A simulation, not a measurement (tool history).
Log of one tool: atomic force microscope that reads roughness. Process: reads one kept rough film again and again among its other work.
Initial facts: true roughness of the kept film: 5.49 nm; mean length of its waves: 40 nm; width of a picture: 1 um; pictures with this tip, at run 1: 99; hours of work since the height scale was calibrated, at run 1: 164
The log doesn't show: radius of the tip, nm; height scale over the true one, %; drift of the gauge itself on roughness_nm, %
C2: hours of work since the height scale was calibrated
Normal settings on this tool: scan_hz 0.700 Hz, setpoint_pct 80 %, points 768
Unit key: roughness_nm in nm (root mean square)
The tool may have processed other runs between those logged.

Run 1, hour 0.0: usual settings; pictures with this tip 99; C2 164. Result: roughness_nm 3.887 nm (root mean square).
Run 2, hour 6.4: usual settings but scan_hz 0.758 Hz; pictures with this tip 106; C2 168. Result: roughness_nm 3.850 nm (root mean square).
Run 3, hour 13.4: usual settings but points 461; pictures with this tip 113; C2 172. Result: roughness_nm 3.819 nm (root mean square).
Run 4, hour 22.7: usual settings but points 285; pictures with this tip 123; C2 177. Result: roughness_nm 3.747 nm (root mean square).
Run 5, hour 31.8: usual settings but points 285; pictures with this tip 133; C2 183. Result: roughness_nm 3.677 nm (root mean square).
Run 6, hour 40.7: usual settings but points 285; pictures with this tip 142; C2 188. Result: roughness_nm 3.624 nm (root mean square).
Run 7, hour 50.1: usual settings but points 285; pictures with this tip 152; C2 193. Result: roughness_nm 3.578 nm (root mean square).
Run 8, hour 55.8: usual settings; pictures with this tip 158; C2 197. Result: roughness_nm 3.573 nm (root mean square).
Run 9, hour 62.7: usual settings; pictures with this tip 165; C2 201. Result: roughness_nm 3.528 nm (root mean square).
At hour 73.5: new tip fitted.
Run 10, hour 75.5: usual settings but setpoint_pct 67 %; pictures with this tip 2; C2 208. Result: roughness_nm 4.773 nm (root mean square).
Run 11, hour 80.9: usual settings but setpoint_pct 67 %; pictures with this tip 7; C2 211. Result: roughness_nm 4.767 nm (root mean square).
Run 12, hour 86.3: usual settings but setpoint_pct 67 %; pictures with this tip 13; C2 214. Result: roughness_nm 4.717 nm (root mean square).
Run 13, hour 93.3: usual settings but scan_hz 2.611 Hz; pictures with this tip 20; C2 219. Result: roughness_nm 3.742 nm (root mean square).
Run 14, hour 102.7: usual settings but scan_hz 0.538 Hz; pictures with this tip 30; C2 224. Result: roughness_nm 4.444 nm (root mean square).
Run 15, hour 109.7: usual settings but scan_hz 0.538 Hz; pictures with this tip 38; C2 228. Result: roughness_nm 4.397 nm (root mean square).
Run 16, hour 121.5: usual settings but scan_hz 0.538 Hz; pictures with this tip 50; C2 235. Result: roughness_nm 4.298 nm (root mean square).
Run 17, hour 132.2: usual settings but scan_hz 0.538 Hz; pictures with this tip 61; C2 241. Result: roughness_nm 4.242 nm (root mean square).
Run 18, hour 140.8: usual settings but scan_hz 0.538 Hz; pictures with this tip 70; C2 246. Result: roughness_nm 4.161 nm (root mean square).
Run 19, hour 151.4: usual settings but scan_hz 0.538 Hz; pictures with this tip 81; C2 253. Result: roughness_nm 4.082 nm (root mean square).
Run 20, hour 158.9: usual settings but scan_hz 0.538 Hz; pictures with this tip 89; C2 257. Result: roughness_nm 4.005 nm (root mean square).
Run 21, hour 165.5: usual settings but scan_hz 0.538 Hz; pictures with this tip 96; C2 261. Result: roughness_nm 3.956 nm (root mean square).
Run 22, hour 176.4: usual settings but scan_hz 0.538 Hz; pictures with this tip 108; C2 267. Result: roughness_nm 3.902 nm (root mean square).
Run 23, hour 185.1: usual settings but scan_hz 0.532 Hz, setpoint_pct 69 %, points 785; pictures with this tip 117; C2 272. Result: roughness_nm 3.948 nm (root mean square).
Run 24, hour 197.0: usual settings but scan_hz 1.624 Hz, setpoint_pct 84 %, points 708; pictures with this tip 129; C2 279. Result: roughness_nm 3.284 nm (root mean square).
Run 25, hour 208.1: usual settings but scan_hz 0.629 Hz, setpoint_pct 57 %, points 403; pictures with this tip 141; C2 286. Result: roughness_nm 3.863 nm (root mean square).
Run 26, hour 215.8: usual settings but scan_hz 0.629 Hz, setpoint_pct 57 %, points 403; pictures with this tip 149; C2 290. Result: roughness_nm 3.825 nm (root mean square).
Run 27, hour 225.8: usual settings but scan_hz 2.290 Hz, setpoint_pct 61 %, points 403; pictures with this tip 159; C2 296. Result: roughness_nm 3.514 nm (root mean square).
Run 28, hour 235.2: usual settings but scan_hz 2.290 Hz, setpoint_pct 61 %, points 403; pictures with this tip 169; C2 302. Result: roughness_nm 3.418 nm (root mean square).
At hour 241.2: new tip fitted.
Run 29, hour 241.2: usual settings but scan_hz 0.587 Hz, setpoint_pct 60 %, points 597; pictures with this tip 0; C2 305. Result: roughness_nm 4.845 nm (root mean square).
Run 30, hour 247.7: usual settings but scan_hz 0.690 Hz, setpoint_pct 72 %; pictures with this tip 7; C2 309. Result: roughness_nm 4.666 nm (root mean square).
Run 31, hour 254.1: usual settings but scan_hz 2.575 Hz, setpoint_pct 62 %, points 273; pictures with this tip 13; C2 313. Result: roughness_nm 4.367 nm (root mean square).
Run 32, hour 266.1: usual settings but scan_hz 2.575 Hz, setpoint_pct 62 %, points 273; pictures with this tip 26; C2 320. Result: roughness_nm 4.258 nm (root mean square).
Run 33, hour 277.1: usual settings but scan_hz 2.575 Hz, setpoint_pct 62 %, points 483; pictures with this tip 38; C2 326. Result: roughness_nm 4.201 nm (root mean square).
Run 34, hour 288.3: usual settings but scan_hz 3.107 Hz, setpoint_pct 76 %, points 813; pictures with this tip 49; C2 333. Result: roughness_nm 3.584 nm (root mean square).
Run 35, hour 296.5: usual settings but scan_hz 1.695 Hz, setpoint_pct 60 %, points 813; pictures with this tip 58; C2 337. Result: roughness_nm 4.184 nm (root mean square).
Run 36, hour 304.8: usual settings but scan_hz 0.770 Hz, setpoint_pct 60 %, points 372; pictures with this tip 67; C2 342. Result: roughness_nm 4.265 nm (root mean square).
Run 37, hour 314.7: usual settings but scan_hz 0.770 Hz, setpoint_pct 65 %, points 763; pictures with this tip 77; C2 348. Result: roughness_nm 4.165 nm (root mean square).
Run 38, hour 326.9: usual settings but setpoint_pct 71 %; pictures with this tip 90; C2 355. Result: roughness_nm 4.049 nm (root mean square).
Run 39, hour 333.2: usual settings but setpoint_pct 71 %; pictures with this tip 96; C2 359. Result: roughness_nm 4.013 nm (root mean square).

Measured less the same run without the tool's hidden state. The same run-to-run variation is in both; the gauge's scatter may not be:
run  roughness_nm
  1        -0.747
  2        -0.790
  3        -0.832
  4        -0.888
  5        -0.948
  6        -0.996
  7        -1.048
  8        -1.091
  9        -1.124
 10        -0.034
 11        -0.081
 12        -0.133
 13        -0.162
 14        -0.281
 15        -0.345
 16        -0.422
 17        -0.507
 18        -0.570
 19        -0.651
 20        -0.704
 21        -0.749
 22        -0.832
 23        -0.914
 24        -0.836
 25        -1.068
 26        -1.121
 27        -1.108
 28        -1.149
 29        -0.042
 30        -0.108
 31        -0.152
 32        -0.260
 33        -0.342
 34        -0.372
 35        -0.507
 36        -0.598
 37        -0.673
 38        -0.762
 39        -0.801
